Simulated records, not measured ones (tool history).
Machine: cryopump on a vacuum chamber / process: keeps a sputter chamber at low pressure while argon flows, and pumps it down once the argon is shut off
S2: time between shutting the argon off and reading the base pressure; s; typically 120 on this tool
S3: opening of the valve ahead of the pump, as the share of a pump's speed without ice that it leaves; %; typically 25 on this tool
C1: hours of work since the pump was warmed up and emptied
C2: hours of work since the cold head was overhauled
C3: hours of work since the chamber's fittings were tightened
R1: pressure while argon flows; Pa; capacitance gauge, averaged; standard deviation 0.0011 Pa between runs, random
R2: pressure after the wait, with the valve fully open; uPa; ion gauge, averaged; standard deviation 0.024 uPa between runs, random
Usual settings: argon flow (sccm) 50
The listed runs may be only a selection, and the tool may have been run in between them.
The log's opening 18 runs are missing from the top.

run 19 hour=591.7 | argon_flow_(sccm)=36 S2=39 S3=21 | C1=643 C2=643 C3=643 | R1=0.2147 R2=2.75
run 20 hour=636.1 | argon_flow_(sccm)=23 S2=153 S3=46 | C1=669 C2=669 C3=669 | R1=0.067 R2=1.27
run 21 hour=657.9 | argon_flow_(sccm)=41 S2=120 S3=51 | C1=683 C2=683 C3=683 | R1=0.1084 R2=1.43
run 22 hour=694.8 | argon_flow_(sccm)=41 S2=120 S3=51 | C1=705 C2=705 C3=705 | R1=0.1091 R2=1.42
run 23 hour=738.3 | argon_flow_(sccm)=45 S2=120 S3=20 | C1=731 C2=731 C3=731 | R1=0.2838 R2=1.46
run 24 hour=772 | argon_flow_(sccm)=43 S2=120 S3=26 | C1=752 C2=752 C3=752 | R1=0.2125 R2=1.48
run 25 hour=791.5 | argon_flow_(sccm)=27 S2=283 S3=16 | C1=763 C2=763 C3=763 | R1=0.2104 R2=1.07
run 26 hour=814.6 | argon_flow_(sccm)=66 S2=125 S3=16 | C1=777 C2=777 C3=777 | R1=0.5134 R2=1.49
run 27 hour=862.7 | argon_flow_(sccm)=66 S2=125 S3=16 | C1=806 C2=806 C3=806 | R1=0.5156 R2=1.51
run 28 hour=885.1 | argon_flow_(sccm)=39 S2=120 S3=34 | C1=820 C2=820 C3=820 | R1=0.1518 R2=1.54
run 29 hour=914.3 | argon_flow_(sccm)=31 S2=120 S3=25 | C1=838 C2=838 C3=838 | R1=0.1629 R2=1.59
run 30 hour=949.4 | argon_flow_(sccm)=79 S2=167 S3=21 | C1=859 C2=859 C3=859 | R1=0.4862 R2=1.45
-- hour=964.4 pump warmed up, emptied and cooled again
run 31 hour=990.8 | argon_flow_(sccm)=64 S2=167 S3=19 | C1=16 C2=881 C3=881 | R1=0.3998 R2=1.17
run 32 hour=1036 | argon_flow_(sccm)=64 S2=167 S3=19 | C1=43 C2=908 C3=908 | R1=0.4006 R2=1.16
run 33 hour=1071.1 | argon_flow_(sccm)=35 S2=120 S3=58 | C1=65 C2=929 C3=929 | R1=0.0733 R2=1.38
run 34 hour=1099.9 | argon_flow_(sccm)=35 S2=167 S3=58 | C1=82 C2=947 C3=947 | R1=0.0745 R2=1.23

What if the next run were any one of these 3? Each begins from the tool's condition after run 34:
run A hour=1144.3 | argon_flow_(sccm)=35 S2=167 S3=22 | C1=109 C2=974 C3=974 | R1=? R2=?
run B hour=1144.3 | argon_flow_(sccm)=27 S2=46 S3=20 | C1=109 C2=974 C3=974 | R1=? R2=?
run C hour=1144.3 | argon_flow_(sccm)=35 S2=167 S3=32 | C1=109 C2=974 C3=974 | R1=? R2=?

run=A R1=0.1897 R2=1.26
run=B R1=0.1622 R2=2.53
run=C R1=0.1322 R2=1.21
Without the tool's unlogged condition, the same runs would have read:
run=A R1=0.1877 R2=0.7
run=B R1=0.1606 R2=1.98
run=C R1=0.1302 R2=0.68
